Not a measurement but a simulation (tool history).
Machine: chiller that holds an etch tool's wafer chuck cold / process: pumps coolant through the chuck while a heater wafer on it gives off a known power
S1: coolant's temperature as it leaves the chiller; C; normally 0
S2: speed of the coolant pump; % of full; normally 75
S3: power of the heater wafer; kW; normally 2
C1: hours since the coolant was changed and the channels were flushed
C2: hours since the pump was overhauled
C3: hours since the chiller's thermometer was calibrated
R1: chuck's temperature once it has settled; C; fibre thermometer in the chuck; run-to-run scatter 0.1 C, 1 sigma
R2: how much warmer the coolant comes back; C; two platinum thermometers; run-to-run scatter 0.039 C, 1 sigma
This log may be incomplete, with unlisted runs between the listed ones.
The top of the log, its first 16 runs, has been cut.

At hour 2185.4: coolant changed, channels flushed.
Run 17, hour 2228: usual settings; C1 43; C2 3693; C3 277. Result: R1 30 C, R2 9.42 C.
At hour 2313.1: chiller's thermometer calibrated, once more.
Run 18, hour 2313.1: usual settings but S1 -4 C, S2 66 % of full, S3 1.549 kW; C1 127; C2 3777; C3 0. Result: R1 21.1 C, R2 8.42 C.
Run 19, hour 2504.7: usual settings but S1 -10 C, S2 92 % of full; C1 318; C2 3968; C3 192. Result: R1 14.1 C, R2 7.54 C.
Run 20, hour 2693.1: usual settings but S1 -10 C, S2 71 % of full, S3 1.546 kW; C1 507; C2 4157; C3 380. Result: R1 14.2 C, R2 7.75 C.
Run 21, hour 2866.8: usual settings but S1 -4 C, S2 86 % of full, S3 1.072 kW; C1 680; C2 4330; C3 554. Result: R1 10.3 C, R2 4.47 C.
Run 22, hour 2952.8: usual settings but S1 -1 C, S3 2.227 kW; C1 766; C2 4416; C3 640. Result: R1 32.7 C, R2 10.63 C.
Run 23, hour 3090.5: usual settings but S1 1 C, S2 78 % of full, S3 1.834 kW; C1 904; C2 4554; C3 777. Result: R1 28 C, R2 8.39 C.
Run 24, hour 3209.4: usual settings but S1 1 C, S2 78 % of full, S3 1.834 kW; C1 1023; C2 4673; C3 896. Result: R1 28.3 C, R2 8.5 C.
Run 25, hour 3319.8: usual settings but S1 9 C, S2 72 % of full, S3 2.157 kW; C1 1133; C2 4783; C3 1007. Result: R1 44.2 C, R2 10.81 C.
Run 26, hour 3521.7: usual settings but S1 -3 C, S2 66 % of full; C1 1335; C2 4985; C3 1209. Result: R1 33.1 C, R2 11.1 C.
Run 27, hour 3619.9: usual settings but S1 10 C, S2 66 % of full; C1 1433; C2 5084; C3 1307. Result: R1 46.2 C, R2 11.2 C.
At hour 3775.2: coolant pump overhauled.
Run 28, hour 3825.6: usual settings but S2 71 % of full, S3 1.223 kW; C1 1634; C2 50; C3 1508. Result: R1 18.7 C, R2 5.63 C.
Run 29, hour 3983.2: usual settings but S2 71 % of full, S3 1.223 kW; C1 1792; C2 208; C3 1665. Result: R1 19.2 C, R2 5.53 C.
Run 30, hour 4129.8: usual settings but S1 -2 C, S2 68 % of full, S3 1.223 kW; C1 1938; C2 355; C3 1812. Result: R1 18.5 C, R2 5.89 C.
Run 31, hour 4330.9: usual settings but S1 -2 C, S2 68 % of full, S3 1.223 kW; C1 2139; C2 556; C3 2013. Result: R1 18.6 C, R2 5.89 C.
Run 32, hour 4496: usual settings but S1 -2 C, S2 68 % of full, S3 1.223 kW; C1 2305; C2 721; C3 2178. Result: R1 19 C, R2 5.89 C.
Run 33, hour 4675.9: usual settings but S1 -8 C, S2 87 % of full, S3 1.223 kW; C1 2484; C2 901; C3 2358. Result: R1 9 C, R2 4.61 C.

What if the next run were any one of these 3? Each begins from the tool's condition after run 33:
Run A, hour 4838.8: usual settings but S1 -8 C, S2 87 % of full, S3 1.622 kW; C1 2647; C2 1064; C3 2521. Result: R1 ?, R2 ?.
Run B, hour 4838.8: usual settings but S2 68 % of full, S3 1.843 kW; C1 2647; C2 1064; C3 2521. Result: R1 ?, R2 ?.
Run C, hour 4838.8: usual settings but S1 -8 C, S2 87 % of full, S3 1.106 kW; C1 2647; C2 1064; C3 2521. Result: R1 ?, R2 ?.

run    R1    R2
  A    15  6.13
  B  32.5  9.03
  C   7.7  4.17
The same runs, with their run-to-run variation unchanged, on a tool lacking any hidden condition would have given:
run    R1    R2
  A  10.9  5.97
  B  26.7  8.78
  C   4.8  4.06

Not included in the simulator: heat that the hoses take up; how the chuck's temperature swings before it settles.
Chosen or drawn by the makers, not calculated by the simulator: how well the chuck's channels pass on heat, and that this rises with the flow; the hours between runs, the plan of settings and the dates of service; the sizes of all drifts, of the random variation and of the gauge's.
